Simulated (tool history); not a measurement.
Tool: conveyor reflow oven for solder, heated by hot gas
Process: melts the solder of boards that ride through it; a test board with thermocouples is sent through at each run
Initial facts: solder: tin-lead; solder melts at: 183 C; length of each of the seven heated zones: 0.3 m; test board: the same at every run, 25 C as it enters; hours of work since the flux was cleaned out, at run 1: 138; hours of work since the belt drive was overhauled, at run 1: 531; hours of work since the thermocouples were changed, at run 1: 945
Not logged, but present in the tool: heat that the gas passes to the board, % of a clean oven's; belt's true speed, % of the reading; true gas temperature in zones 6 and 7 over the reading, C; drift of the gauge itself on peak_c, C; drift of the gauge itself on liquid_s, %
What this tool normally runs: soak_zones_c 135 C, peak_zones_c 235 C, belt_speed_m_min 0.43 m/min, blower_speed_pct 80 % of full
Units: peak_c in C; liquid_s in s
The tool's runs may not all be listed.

run    hour  soak_zones_c  peak_zones_c  belt_speed_m_min  blower_speed_pct  hours of work since the flux was cleaned out  hours of work since the belt drive was overhauled  hours of work since the thermocouples were changed  peak_c  liquid_s
  1       0           135           235              0.43                80                                           138                                                531                                                 945   215.2      59.8
  2    24.8           135           235              0.43                80                                           156                                                549                                                 963   216.1      59.8
  3    72.2           135           235              0.43                80                                           191                                                584                                                 998     216      59.2
  4   102.4           135           235              0.43                80                                           213                                                607                                                1021   215.7      59.1
  5   139.2           135           235              0.43                80                                           240                                                634                                                1048   215.7        59
  6     171           135           235              0.43                80                                           264                                                657                                                1071   215.4      59.9
      208.6  -- flux residue cleaned out of gas plates and filters
  7   219.7           135           235              0.43                80                                             8                                                689                                                1103     216      59.6
  8   246.4           135           235              0.43                80                                            28                                                709                                                1123   215.7      59.6
  9   294.3           135           228              0.43                80                                            63                                                744                                                1158   210.2      54.1
 10   331.5           125           235              0.43                80                                            91                                                772                                                1186   213.8      54.3
 11   381.5           135           235              0.43                79                                           127                                                809                                                1223   215.5      59.2
 12   405.9           133           235              0.43                79                                           145                                                826                                                1240   214.7      58.3
 13   426.3           133           235              0.43                79                                           160                                                842                                                1256     215      57.7
 14   474.9           133           235              0.43                79                                           196                                                877                                                1291     215        58
 15   508.4           133           235              0.43                79                                           221                                                902                                                1316   214.9      58.3
      523.4  -- thermocouples of zones 6 and 7 changed
 16   545.1           133           235              0.43                79                                           246                                                928                                                  16   214.9        58
 17     583           133           235              0.43                79                                           274                                                955                                                  44   214.9      58.4
      607.1  -- flux residue cleaned out of gas plates and filters
 18   613.5           130           227             0.348                60                                             5                                                974                                                  63   207.7        61
 19   646.3           130           227             0.348                60                                            29                                                998                                                  87   207.7      60.7
 20   694.9           124           243             0.362                51                                            65                                               1034                                                 123   212.4      61.2
 21     732           124           243             0.362                51                                            92                                               1062                                                 150   212.6      61.2
 22   781.2           124           243             0.362                51                                           128                                               1098                                                 186   212.6      61.1
 23   823.1           124           243             0.362                51                                           159                                               1129                                                 217   212.7      60.9
 24   864.2           123           227              0.43                80                                           189                                               1159                                                 247   206.6      46.5
 25   898.9           123           227              0.43                80                                           215                                               1185                                                 273   206.5      46.1
 26   949.3           145           227              0.43                85                                           252                                               1222                                                 310   212.3      61.5
 27   976.1           145           227              0.43                85                                           272                                               1241                                                 330   212.2      60.8
     1003.1  -- flux residue cleaned out of gas plates and filters
 28  1011.1           135           235             0.502                80                                             6                                               1263                                                 352   209.8      44.7
 29  1036.6           135           235             0.502                80                                            25                                               1282                                                 371   210.1      45.1
 30    1073           135           235             0.492                59                                            51                                               1309                                                 398   200.3      33.3

Hidden condition of the tool, last listed run before each entry between runs versus first listed run after:
Between runs 6 and 7: flux residue cleaned out of gas plates and filters (hour 208.6)
  heat that the gas passes to the board, % of a clean oven's: 99.8 -> 100
Between runs 15 and 16: thermocouples of zones 6 and 7 changed (hour 523.4)
  true gas temperature in zones 6 and 7 over the reading, C: 0.11 -> 0
Between runs 17 and 18: flux residue cleaned out of gas plates and filters (hour 607.1)
  heat that the gas passes to the board, % of a clean oven's: 99.8 -> 100; true gas temperature in zones 6 and 7 over the reading, C: 0 -> 0.01
Between runs 27 and 28: flux residue cleaned out of gas plates and filters (hour 1003.1)
  heat that the gas passes to the board, % of a clean oven's: 99.8 -> 100; belt's true speed, % of the reading: 99.89 -> 99.88
